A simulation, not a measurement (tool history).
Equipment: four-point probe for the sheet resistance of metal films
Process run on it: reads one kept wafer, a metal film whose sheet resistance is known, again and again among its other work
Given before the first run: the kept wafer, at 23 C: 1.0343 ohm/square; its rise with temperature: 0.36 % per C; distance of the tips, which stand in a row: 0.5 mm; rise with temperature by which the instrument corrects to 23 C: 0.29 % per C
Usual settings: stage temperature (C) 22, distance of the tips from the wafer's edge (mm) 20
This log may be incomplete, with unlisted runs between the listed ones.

run	day	stage temperature (C)	distance of the tips from the wafer's edge (mm)	sheet resistance as the instrument gives it (ohm/square)
1	0.000	22	20	1.016807
# day 2.433: new probe head fitted
2	4.371	22	20	1.034185
3	8.338	22	10	1.035004
4	10.625	22	10	1.034258
5	13.517	22	10	1.033755
6	17.504	22	10	1.033081
7	22.754	22	10	1.032087
8	27.742	22	25	1.030354
9	32.996	22	25	1.029163
10	38.062	22	20	1.028539
11	41.588	22	20	1.028019
12	45.600	22	20	1.027555
13	49.054	22	20	1.026503
14	52.979	22	20	1.025696
15	57.592	22	39	1.025110
16	60.954	22	20	1.024659
17	64.921	22	20	1.024182
18	69.812	31	20	1.029733
19	74.554	31	20	1.028789
20	77.479	31	20	1.028066
21	82.417	31	20	1.027539
22	85.112	21	6	1.022717
23	88.229	19	42	1.017376
24	90.971	21	42	1.018235
# day 91.396: stage's thermometer calibrated
25	96.079	30	7	1.026240
# day 98.033: new probe head fitted
26	101.042	33	20	1.040577
27	104.417	29	5	1.042540
28	108.312	29	5	1.041321
29	112.600	22	11	1.031016
30	117.483	22	11	1.030218
# day 118.317: stage's thermometer calibrated, once more
31	122.192	28	27	1.034664
32	125.200	22	51	1.029660
33	129.988	22	51	1.028814
34	132.917	31	24	1.035323
35	138.067	25	3	1.045174
36	141.542	25	3	1.043896
37	145.275	22	9	1.027559

Run 38 is up next; what results do you expect?
38	148.933	22	9	?

Run 38 gave sheet resistance as the instrument gives it (ohm/square) 1.027053.
With the hidden condition absent and the run-to-run variation left alone, this run would have shown sheet resistance as the instrument gives it (ohm/square) 1.035186.

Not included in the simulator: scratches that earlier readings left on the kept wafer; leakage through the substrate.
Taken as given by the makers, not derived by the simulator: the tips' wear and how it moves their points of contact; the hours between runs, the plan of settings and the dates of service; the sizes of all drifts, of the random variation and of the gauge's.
